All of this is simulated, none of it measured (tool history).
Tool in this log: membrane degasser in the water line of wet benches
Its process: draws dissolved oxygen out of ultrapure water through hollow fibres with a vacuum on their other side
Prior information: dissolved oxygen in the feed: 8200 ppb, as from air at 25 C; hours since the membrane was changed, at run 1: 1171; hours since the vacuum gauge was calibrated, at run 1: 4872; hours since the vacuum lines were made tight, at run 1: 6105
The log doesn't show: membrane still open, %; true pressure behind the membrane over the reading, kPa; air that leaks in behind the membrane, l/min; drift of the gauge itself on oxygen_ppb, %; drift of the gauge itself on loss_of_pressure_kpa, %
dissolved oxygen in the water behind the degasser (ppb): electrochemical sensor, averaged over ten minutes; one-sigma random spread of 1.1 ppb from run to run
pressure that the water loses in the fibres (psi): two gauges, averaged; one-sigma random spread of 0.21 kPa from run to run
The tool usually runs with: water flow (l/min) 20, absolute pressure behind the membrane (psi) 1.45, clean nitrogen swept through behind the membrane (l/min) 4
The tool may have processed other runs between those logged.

run   hour  water flow (l/min)  absolute pressure behind the membrane (psi)  clean nitrogen swept through behind the membrane (l/min)  hours since the membrane was changed  hours since the vacuum gauge was calibrated  hours since the vacuum lines were made tight  dissolved oxygen in the water behind the degasser (ppb)  pressure that the water loses in the fibres (psi)
  1      0                  20                                         1.45                                                         4                                  1171                                         4872                                          6105                                                    110.1                                              7.272
  2   97.9                  17                                         1.45                                                         4                                  1268                                         4970                                          6203                                                     89.6                                              6.137
  3  194.6                  17                                         1.45                                                         4                                  1365                                         5067                                          6299                                                     86.1                                              6.174
  4  261.7                  20                                         1.45                                                         4                                  1432                                         5134                                          6366                                                    108.2                                              7.258
  5  372.1                  20                                         1.45                                                         4                                  1543                                         5244                                          6477                                                    108.1                                              7.252
  6  465.6                  20                                         1.45                                                         4                                  1636                                         5338                                          6570                                                    110.3                                              7.229
  7  577.6                  20                                         1.45                                                         4                                  1748                                         5450                                          6682                                                    108.2                                              7.301
  8  665.2                  20                                         1.45                                                     11.32                                  1836                                         5537                                          6770                                                     57.7                                              7.261
  9  721.2                  20                                         2.31                                                         4                                  1892                                         5593                                          6826                                                    179.2                                              7.262
 10  792.2                  20                                         2.31                                                         4                                  1963                                         5664                                          6897                                                    179.5                                              7.303
 11  877.8                  20                                         1.04                                                         4                                  2048                                         5750                                          6983                                                     75.2                                              7.356
     887.4  -- vacuum gauge calibrated
 12  942.4                  29                                         1.45                                                       4.8                                  2112                                           55                                          7047                                                    160.2                                             10.668

Forecast run 13:
 13  1057.2                  18                                         1.13                                                       2.5                                  2227                                          170                                          7161                                                        ?                                                  ?

{"run 13": {"dissolved oxygen in the water behind the degasser (ppb)": 100.6, "pressure that the water loses in the fibres (psi)": 6.553}}
Minus the tool's unlogged condition, the same run would have read dissolved oxygen in the water behind the degasser (ppb) 100.6, pressure that the water loses in the fibres (psi) 6.421.
